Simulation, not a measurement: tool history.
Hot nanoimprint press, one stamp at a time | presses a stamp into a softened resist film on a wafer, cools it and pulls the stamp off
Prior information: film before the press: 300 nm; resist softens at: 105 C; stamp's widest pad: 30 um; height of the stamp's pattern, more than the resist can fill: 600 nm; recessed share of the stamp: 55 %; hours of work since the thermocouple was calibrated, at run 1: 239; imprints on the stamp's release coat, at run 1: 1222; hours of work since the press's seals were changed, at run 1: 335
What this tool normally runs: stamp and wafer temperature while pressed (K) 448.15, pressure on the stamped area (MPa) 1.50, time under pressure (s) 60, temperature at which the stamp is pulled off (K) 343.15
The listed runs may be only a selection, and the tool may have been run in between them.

run	hour	stamp and wafer temperature while pressed (K)	pressure on the stamped area (MPa)	time under pressure (s)	temperature at which the stamp is pulled off (K)	hours of work since the thermocouple was calibrated	imprints on the stamp's release coat	hours of work since the press's seals were changed	resist left under the stamp's widest pad (nm)	greatest force while the stamp is pulled off (N)
1	0.0	448.15	1.50	60	343.15	239	1222	335	135.6	125
2	63.7	448.15	1.50	60	337.15	280	1396	376	135.9	132
# hour 109.2: plate thermocouple calibrated
3	119.3	448.15	1.50	60	337.15	6	1539	410	135.4	138
4	198.1	448.15	1.50	60	349.15	57	1754	461	136.0	118
5	269.1	448.15	1.50	60	349.15	103	1947	507	135.9	116
6	347.6	439.15	1.50	60	343.15	154	2161	557	187.8	133
# hour 397.3: stamp cleaned and given a new release coat
7	405.0	439.15	1.50	60	343.15	187	21	590	188.3	128
8	472.8	448.15	1.50	60	343.15	230	206	634	135.7	128
9	538.8	448.15	1.50	60	343.15	273	385	677	136.4	127
# hour 596.0: plate thermocouple calibrated
# hour 609.6: press's hydraulic seals changed and the load cell set to zero
10	609.6	448.15	1.50	60	343.15	4	548	0	136.3	134
11	650.8	448.15	1.50	60	343.15	30	660	26	136.5	128
12	702.0	448.15	1.50	60	343.15	63	800	59	136.6	132
13	754.5	448.15	1.50	60	332.15	97	943	93	136.5	148
14	793.9	448.15	1.99	60	332.15	122	1050	119	120.2	146
15	861.1	448.15	1.99	60	332.15	166	1233	162	120.4	150
16	907.0	448.15	1.28	60	340.15	195	1358	192	146.5	133
17	949.1	448.15	1.28	60	340.15	222	1473	219	146.7	136
18	1003.9	448.15	1.28	60	340.15	258	1622	254	146.4	130
19	1052.5	448.15	1.50	60	341.15	289	1754	285	136.7	138
# hour 1085.7: plate thermocouple calibrated
20	1133.6	448.15	1.66	60	347.15	31	1967	335	130.9	123
21	1185.4	448.15	1.50	96	350.15	64	2108	369	113.4	120
22	1221.3	453.15	1.50	60	343.15	87	2206	392	113.1	130
# hour 1254.2: stamp cleaned and given a new release coat
23	1306.9	445.15	1.50	60	343.15	139	143	443	153.1	129
24	1377.4	445.15	1.50	60	343.15	184	335	489	153.5	129
25	1428.2	445.15	1.50	60	343.15	217	473	521	153.3	126
26	1480.7	445.15	1.20	32	348.15	250	616	555	203.0	126
27	1514.6	445.15	1.20	32	348.15	272	709	577	203.3	120
# hour 1577.1: plate thermocouple calibrated
28	1595.3	445.15	1.20	32	348.15	12	920	627	203.6	127
29	1629.5	445.15	1.20	32	348.15	34	1013	649	203.6	120

Each row is a separate what-if for the run after 29, all from the same tool condition, not one after another. Results?
A	1683.6	458.15	1.20	32	348.15	69	1161	684	?	?
B	1683.6	445.15	1.20	83	348.15	69	1161	684	?	?
C	1683.6	447.15	1.20	32	335.15	69	1161	684	?	?
D	1683.6	448.15	1.80	60	343.15	69	1161	684	?	?

run	resist left under the stamp's widest pad (nm)	greatest force while the stamp is pulled off (N)
A	135.5	121
B	150.2	118
C	192.3	138
D	126.7	130
Had the tool no hidden state, the same runs would have come out as:
run	resist left under the stamp's widest pad (nm)	greatest force while the stamp is pulled off (N)
A	133.6	120
B	148.0	117
C	189.6	137
D	124.9	129
